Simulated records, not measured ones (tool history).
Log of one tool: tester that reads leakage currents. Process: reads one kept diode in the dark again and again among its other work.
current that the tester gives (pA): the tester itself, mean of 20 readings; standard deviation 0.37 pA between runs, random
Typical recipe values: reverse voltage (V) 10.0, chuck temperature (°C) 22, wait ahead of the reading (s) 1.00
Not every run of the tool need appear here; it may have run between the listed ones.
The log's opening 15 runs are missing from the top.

run,hour,reverse voltage (V),chuck temperature (°C),wait ahead of the reading (s),current that the tester gives (pA)
16,970.3,10.0,22,1.00,115.95
# hour 990.2: chuck's temperature calibrated
17,1054.0,10.0,22,1.00,135.31
18,1105.4,10.0,22,1.00,135.00
19,1170.6,10.0,22,1.00,134.29
20,1256.1,10.0,22,1.00,133.94
21,1321.7,2.0,53,0.83,902.86
22,1398.6,2.0,53,0.83,900.94
23,1436.5,1.2,22,6.83,63.34
24,1493.7,1.2,22,6.83,63.34
25,1576.7,1.2,22,6.83,62.82
26,1633.6,19.9,33,8.70,407.17
27,1713.0,19.9,33,8.70,404.13
28,1790.3,19.9,33,8.70,403.56
29,1875.2,19.9,33,8.70,401.80
30,1914.1,2.1,22,1.00,74.76
31,1964.4,4.5,26,5.53,135.25
32,2035.8,1.6,24,1.31,80.13
33,2120.2,4.6,21,4.37,89.55
34,2205.0,3.4,41,2.15,407.51
35,2259.8,13.7,27,4.93,218.46
36,2330.0,3.5,23,4.65,94.63
37,2376.3,7.6,23,4.65,126.63
38,2430.7,7.6,35,2.06,326.03
39,2504.1,1.2,23,2.75,64.99
40,2574.7,3.7,46,9.22,604.30

Here are 3 independent what-if runs from the current tool condition. What would each one return?
A,2652.2,3.7,33,1.30,?
B,2652.2,3.9,21,4.10,?
C,2652.2,10.0,22,1.72,?

run,current that the tester gives (pA)
A,216.05
B,82.65
C,129.05
Take away the tool's hidden state, keep each run's random variation, and the runs would have read:
run,current that the tester gives (pA)
A,233.38
B,84.39
C,122.92

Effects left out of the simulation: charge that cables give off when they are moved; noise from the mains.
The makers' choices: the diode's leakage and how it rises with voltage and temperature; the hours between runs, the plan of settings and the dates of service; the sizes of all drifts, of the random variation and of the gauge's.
